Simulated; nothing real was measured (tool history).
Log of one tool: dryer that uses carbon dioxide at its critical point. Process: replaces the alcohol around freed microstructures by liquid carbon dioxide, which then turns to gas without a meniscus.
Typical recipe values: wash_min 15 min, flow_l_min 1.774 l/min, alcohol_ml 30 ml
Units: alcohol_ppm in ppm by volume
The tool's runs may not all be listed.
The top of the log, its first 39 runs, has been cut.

{"run": 40, "hour": 298.2, "wash_min": 19, "flow_l_min": 2.69, "alcohol_ml": 59, "alcohol_ppm": 33}
{"run": 41, "hour": 305.9, "wash_min": 11, "flow_l_min": 1.34, "alcohol_ml": 61, "alcohol_ppm": 519}
{"run": 42, "hour": 314.7, "wash_min": 14, "flow_l_min": 1.35, "alcohol_ml": 30, "alcohol_ppm": 135}
{"run": 43, "hour": 322.3, "wash_min": 11, "flow_l_min": 1.774, "alcohol_ml": 20, "alcohol_ppm": 96}
{"run": 44, "hour": 331.8, "wash_min": 11, "flow_l_min": 2.18, "alcohol_ml": 63, "alcohol_ppm": 99}
{"run": 45, "hour": 341.5, "wash_min": 21, "flow_l_min": 1.44, "alcohol_ml": 60, "alcohol_ppm": 67}
{"run": 46, "hour": 346.7, "wash_min": 13, "flow_l_min": 1.67, "alcohol_ml": 80, "alcohol_ppm": 166}
{"run": 47, "hour": 354.0, "wash_min": 22, "flow_l_min": 2.58, "alcohol_ml": 31, "alcohol_ppm": 42}

3 ways to go on from here, each from the tool as it stands after run 47. What would each give?
{"run": "A", "hour": 359.4, "wash_min": 18, "flow_l_min": 2.14, "alcohol_ml": 30, "alcohol_ppm": "?"}
{"run": "B", "hour": 359.4, "wash_min": 19, "flow_l_min": 2.73, "alcohol_ml": 58, "alcohol_ppm": "?"}
{"run": "C", "hour": 359.4, "wash_min": 16, "flow_l_min": 1.67, "alcohol_ml": 31, "alcohol_ppm": "?"}

run=A alcohol_ppm=48
run=B alcohol_ppm=40
run=C alcohol_ppm=60
Had the tool no hidden state, the same runs would have come out as:
run=A alcohol_ppm=10
run=B alcohol_ppm=2
run=C alcohol_ppm=18
